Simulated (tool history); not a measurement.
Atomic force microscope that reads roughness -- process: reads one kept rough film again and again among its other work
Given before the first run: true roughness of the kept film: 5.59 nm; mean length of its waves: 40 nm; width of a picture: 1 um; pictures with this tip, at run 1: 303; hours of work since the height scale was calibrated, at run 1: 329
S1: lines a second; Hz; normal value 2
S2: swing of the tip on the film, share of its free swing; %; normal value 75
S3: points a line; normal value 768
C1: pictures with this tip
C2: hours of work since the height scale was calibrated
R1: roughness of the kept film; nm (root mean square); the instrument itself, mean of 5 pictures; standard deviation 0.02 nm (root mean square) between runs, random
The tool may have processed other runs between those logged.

run   hour    S1  S2   S3   C1   C2     R1
  1      0     2  75  768  303  329  4.879
  2   11.3     2  75  768  326  337  4.903
  3   24.2     2  75  768  354  346  4.869
  4   33.3     2  75  519  373  352  4.847
      39.2  -- new tip fitted
  5   46.1     2  75  768   15  360  4.909
  6   60.4     2  75  768   45  370  4.881
  7   76.2     2  75  479   78  380  4.892
  8   88.9     2  75  768  105  389  4.893
  9   96.6     2  75  768  122  394  4.887
 10  109.8     2  75  768  149  403  4.883
 11  119.5     2  75  458  170  410  4.889
 12  133.7  2.73  75  768  200  419  4.819
 13  141.7  2.73  75  768  217  425  4.785
 14  151.1     2  87  768  236  431   4.66
 15  162.2     2  68  768  260  439  4.958
 16  169.7     2  75  768  276  444  4.878
 17  185.3     2  75  768  309  454  4.852
 18  195.8     2  75  768  331  461  4.874
 19  210.8     2  57  768  362  472    5.1
 20  217.8     2  70  768  377  476  4.948
     221.4  -- new tip fitted
 21  233.5     2  70  768   25  487  4.966
 22  242.1     2  86  768   43  492  4.662
 23  252.6  1.28  86  768   66  500  4.866
 24  262.6  1.28  86  768   87  506   4.87
 25  271.4     2  75  768  105  512  4.902
 26  283.9     2  75  768  132  521  4.865
 27  298.3     2  75  768  162  530  4.929
 28  305.7  0.57  69  410  178  535  5.091
 29  313.8  0.57  69  410  195  541  5.159
 30  320.4  0.53  72  768  209  545  5.138
 31  326.9  0.69  74  291  223  550  5.075
 32  340.6  0.66  75  323  251  559  5.083
 33  349.8  0.66  75  323  271  565  5.078
 34  365.3  0.53  57  318  303  576  5.154
 35  378.3   1.4  68  428  331  585  5.004
 36  385.9  1.47  64  768  347  590   5.07
 37  392.9  1.47  64  269  362  595   5.04
 38  399.3  0.64  80  391  375  599  5.069
     403.9  -- new tip fitted
 39  415.5  0.64  80  391   24  609  5.034
 40  431.2  1.52  81  261   58  620  4.853
 41  446.2  1.52  81  261   89  630  4.844
 42  461.3  0.63  59  855  121  640  5.174
 43  476.5     2  75  325  153  651  4.832
 44  490.9  1.42  72  505  183  660  5.013
 45  501.1  1.42  72  505  205  667  4.987
 46  508.5  1.42  72  505  221  672      5
 47  522.9  1.42  72  505  251  682  4.997
 48  533.5  1.42  72  505  273  689  4.995
 49  541.2  1.42  72  505  290  695  5.002
 50  552.7  0.61  75  567  314  702  5.098
 51  566.7  2.27  60  363  343  712  5.023
 52    582  2.27  60  363  376  722  5.041

A few steps of R1 between consecutive runs. Split each: what settings, incoming material and random variation would produce without the hidden state, and what is left over for the hidden state, along with gauge scatter present in only one of the two compared results (measured, and without hidden state):
The tool's hidden condition here consists of: radius of the tip, nm; height scale over the true one, %; drift of the gauge itself on roughness_nm, %.
Run 4 -> 5: S3 519 -> 768, new tip fitted. R1 +0.062 nm (root mean square): hidden state +0.02, all else +0.042.
Run 20 -> 21: new tip fitted. R1 +0.018 nm (root mean square): hidden state +0.02, all else -0.002.
Run 21 -> 22: S2 70 -> 86. R1 -0.304 nm (root mean square): hidden state -0.001, all else -0.303.
Run 38 -> 39: new tip fitted. R1 -0.035 nm (root mean square): hidden state +0.019, all else -0.054.
Run 41 -> 42: S1 1.52 -> 0.63, S2 81 -> 59, S3 261 -> 855. R1 +0.33 nm (root mean square): hidden state -0.002, all else +0.332.
Run 42 -> 43: S1 0.63 -> 2, S2 59 -> 75, S3 855 -> 325. R1 -0.342 nm (root mean square): hidden state -0.001, all else -0.341.

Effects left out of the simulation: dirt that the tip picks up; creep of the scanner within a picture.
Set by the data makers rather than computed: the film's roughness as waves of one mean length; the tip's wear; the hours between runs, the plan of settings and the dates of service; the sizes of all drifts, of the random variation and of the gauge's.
